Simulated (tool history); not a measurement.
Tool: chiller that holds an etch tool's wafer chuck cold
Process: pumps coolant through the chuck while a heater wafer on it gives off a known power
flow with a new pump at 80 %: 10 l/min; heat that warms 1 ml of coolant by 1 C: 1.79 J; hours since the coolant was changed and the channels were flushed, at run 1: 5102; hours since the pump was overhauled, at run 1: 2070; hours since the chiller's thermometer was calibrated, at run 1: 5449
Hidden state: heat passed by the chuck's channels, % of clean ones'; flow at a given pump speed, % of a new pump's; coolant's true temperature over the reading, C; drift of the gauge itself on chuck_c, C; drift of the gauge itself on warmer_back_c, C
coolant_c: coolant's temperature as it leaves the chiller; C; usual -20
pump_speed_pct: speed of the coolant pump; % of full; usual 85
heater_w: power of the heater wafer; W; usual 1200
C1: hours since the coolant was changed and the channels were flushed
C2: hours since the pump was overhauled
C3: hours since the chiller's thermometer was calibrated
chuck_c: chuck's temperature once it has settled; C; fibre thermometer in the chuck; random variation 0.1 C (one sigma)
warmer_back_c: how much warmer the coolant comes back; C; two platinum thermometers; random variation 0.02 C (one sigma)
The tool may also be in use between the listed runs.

run 1 day=0.000 | coolant_c=-20 pump_speed_pct=85 heater_w=1200 | C1=5102 C2=2070 C3=5449 | chuck_c=-11.1 warmer_back_c=3.75
run 2 day=1.538 | coolant_c=-12 pump_speed_pct=85 heater_w=1200 | C1=5139 C2=2106 C3=5486 | chuck_c=-3.2 warmer_back_c=3.75
run 3 day=2.938 | coolant_c=-20 pump_speed_pct=85 heater_w=1200 | C1=5173 C2=2140 C3=5519 | chuck_c=-11.2 warmer_back_c=3.81
run 4 day=5.208 | coolant_c=-20 pump_speed_pct=85 heater_w=1200 | C1=5227 C2=2195 C3=5574 | chuck_c=-11.0 warmer_back_c=3.78
run 5 day=6.625 | coolant_c=-20 pump_speed_pct=85 heater_w=1200 | C1=5261 C2=2229 C3=5608 | chuck_c=-11.1 warmer_back_c=3.74
run 6 day=7.829 | coolant_c=-20 pump_speed_pct=85 heater_w=1200 | C1=5290 C2=2257 C3=5637 | chuck_c=-11.0 warmer_back_c=3.78
run 7 day=9.129 | coolant_c=-20 pump_speed_pct=85 heater_w=1200 | C1=5321 C2=2289 C3=5668 | chuck_c=-11.3 warmer_back_c=3.74
run 8 day=11.367 | coolant_c=-20 pump_speed_pct=85 heater_w=1200 | C1=5375 C2=2342 C3=5722 | chuck_c=-10.9 warmer_back_c=3.71
run 9 day=14.058 | coolant_c=-20 pump_speed_pct=85 heater_w=1200 | C1=5440 C2=2407 C3=5786 | chuck_c=-11.1 warmer_back_c=3.74
-- day=15.721 chiller's thermometer calibrated
run 10 day=16.633 | coolant_c=-20 pump_speed_pct=85 heater_w=1200 | C1=5500 C2=2468 C3=22 | chuck_c=-11.1 warmer_back_c=3.73
run 11 day=18.271 | coolant_c=-20 pump_speed_pct=85 heater_w=1200 | C1=5540 C2=2507 C3=61 | chuck_c=-11.1 warmer_back_c=3.70
run 12 day=20.579 | coolant_c=-20 pump_speed_pct=85 heater_w=614 | C1=5595 C2=2562 C3=117 | chuck_c=-15.3 warmer_back_c=1.87
run 13 day=22.129 | coolant_c=-20 pump_speed_pct=85 heater_w=614 | C1=5632 C2=2600 C3=154 | chuck_c=-15.3 warmer_back_c=1.86
run 14 day=23.829 | coolant_c=-20 pump_speed_pct=74 heater_w=1200 | C1=5673 C2=2640 C3=195 | chuck_c=-10.0 warmer_back_c=4.36
run 15 day=25.525 | coolant_c=-20 pump_speed_pct=74 heater_w=1200 | C1=5714 C2=2681 C3=235 | chuck_c=-10.0 warmer_back_c=4.38
run 16 day=26.733 | coolant_c=-20 pump_speed_pct=74 heater_w=1200 | C1=5743 C2=2710 C3=264 | chuck_c=-10.1 warmer_back_c=4.34
run 17 day=27.983 | coolant_c=-14 pump_speed_pct=98 heater_w=939 | C1=5773 C2=2740 C3=294 | chuck_c=-7.7 warmer_back_c=2.47
run 18 day=30.129 | coolant_c=-20 pump_speed_pct=83 heater_w=1021 | C1=5824 C2=2792 C3=346 | chuck_c=-12.3 warmer_back_c=3.22
run 19 day=32.721 | coolant_c=-20 pump_speed_pct=83 heater_w=1021 | C1=5887 C2=2854 C3=408 | chuck_c=-12.1 warmer_back_c=3.22
run 20 day=34.912 | coolant_c=-14 pump_speed_pct=64 heater_w=759 | C1=5939 C2=2906 C3=461 | chuck_c=-7.1 warmer_back_c=3.18
run 21 day=36.317 | coolant_c=-24 pump_speed_pct=93 heater_w=1106 | C1=5973 C2=2940 C3=494 | chuck_c=-16.3 warmer_back_c=3.07
run 22 day=37.400 | coolant_c=-11 pump_speed_pct=71 heater_w=1734 | C1=5999 C2=2966 C3=520 | chuck_c=3.8 warmer_back_c=6.53
run 23 day=38.775 | coolant_c=-11 pump_speed_pct=71 heater_w=1734 | C1=6032 C2=2999 C3=553 | chuck_c=3.8 warmer_back_c=6.59
run 24 day=39.921 | coolant_c=-20 pump_speed_pct=71 heater_w=1368 | C1=6059 C2=3027 C3=581 | chuck_c=-8.3 warmer_back_c=5.15
run 25 day=41.612 | coolant_c=-20 pump_speed_pct=71 heater_w=1368 | C1=6100 C2=3067 C3=621 | chuck_c=-8.4 warmer_back_c=5.13
run 26 day=42.758 | coolant_c=-20 pump_speed_pct=71 heater_w=1368 | C1=6127 C2=3095 C3=649 | chuck_c=-8.1 warmer_back_c=5.11
run 27 day=45.329 | coolant_c=-26 pump_speed_pct=64 heater_w=1200 | C1=6189 C2=3156 C3=711 | chuck_c=-15.0 warmer_back_c=5.03
-- day=46.408 coolant changed, channels flushed
run 28 day=48.138 | coolant_c=-26 pump_speed_pct=64 heater_w=1200 | C1=42 C2=3218 C3=772 | chuck_c=-14.8 warmer_back_c=5.04

The next listed run, before its measurement:
run 29 day=49.550 | coolant_c=-29 pump_speed_pct=85 heater_w=1200 | C1=75 C2=3252 C3=806 | chuck_c=? warmer_back_c=?

{"run 29": {"chuck_c": -20.2, "warmer_back_c": 3.61}}
Without the tool's hidden state the same run would have given chuck_c -20.2 C, warmer_back_c 3.73 C.
